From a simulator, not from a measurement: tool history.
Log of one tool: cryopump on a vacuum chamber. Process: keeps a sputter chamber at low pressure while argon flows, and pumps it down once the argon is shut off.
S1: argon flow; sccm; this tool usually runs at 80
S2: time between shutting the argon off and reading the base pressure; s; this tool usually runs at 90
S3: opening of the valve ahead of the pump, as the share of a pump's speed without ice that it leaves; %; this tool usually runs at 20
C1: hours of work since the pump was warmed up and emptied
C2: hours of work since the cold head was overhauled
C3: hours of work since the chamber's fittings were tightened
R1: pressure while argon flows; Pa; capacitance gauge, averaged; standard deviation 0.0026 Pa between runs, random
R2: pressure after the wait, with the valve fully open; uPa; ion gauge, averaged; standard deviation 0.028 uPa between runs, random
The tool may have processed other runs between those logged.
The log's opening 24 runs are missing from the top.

| run | day | S1 | S2 | S3 | C1 | C2 | C3 | R1 | R2 |
|---|---|---|---|---|---|---|---|---|---|
| 25 | 92.462 | 111 | 90 | 50 | 584 | 1750 | 2280 | 0.3774 | 4.38 |
| 26 | 96.729 | 50 | 22 | 21 | 631 | 1796 | 2327 | 0.3927 | 7.50 |
| 27 | 101.129 | 80 | 21 | 28 | 679 | 1845 | 2375 | 0.4756 | 7.86 |
| 28 | 104.221 | 80 | 21 | 28 | 713 | 1878 | 2409 | 0.4773 | 7.98 |
| 29 | 106.712 | 80 | 21 | 28 | 740 | 1906 | 2436 | 0.4775 | 7.95 |
| 30 | 111.325 | 80 | 21 | 28 | 790 | 1956 | 2486 | 0.4825 | 8.10 |
| 31 | 115.700 | 131 | 23 | 20 | 838 | 2004 | 2534 | 1.0880 | 7.83 |
| 32 | 118.267 | 82 | 90 | 20 | 866 | 2032 | 2562 | 0.6839 | 4.95 |
| 33 | 123.338 | 80 | 38 | 26 | 922 | 2088 | 2618 | 0.5181 | 6.48 |
| 34 | 125.508 | 85 | 27 | 58 | 945 | 2111 | 2642 | 0.2635 | 7.63 |

Alternative continuations, all from the tool just after run 34; predict every row:
| A | 128.829 | 85 | 27 | 42 | 982 | 2148 | 2678 | ? | ? |
| B | 128.829 | 85 | 109 | 27 | 982 | 2148 | 2678 | ? | ? |
| C | 128.829 | 80 | 43 | 20 | 982 | 2148 | 2678 | ? | ? |
| D | 128.829 | 84 | 82 | 26 | 982 | 2148 | 2678 | ? | ? |

| run | R1 | R2 |
|---|---|---|
| A | 0.3537 | 7.57 |
| B | 0.5355 | 5.09 |
| C | 0.6682 | 6.35 |
| D | 0.5523 | 5.30 |
Without the tool's unlogged condition, the same runs would have read:
| run | R1 | R2 |
|---|---|---|
| A | 0.3257 | 3.72 |
| B | 0.5075 | 1.15 |
| C | 0.6419 | 2.46 |
| D | 0.5243 | 1.43 |
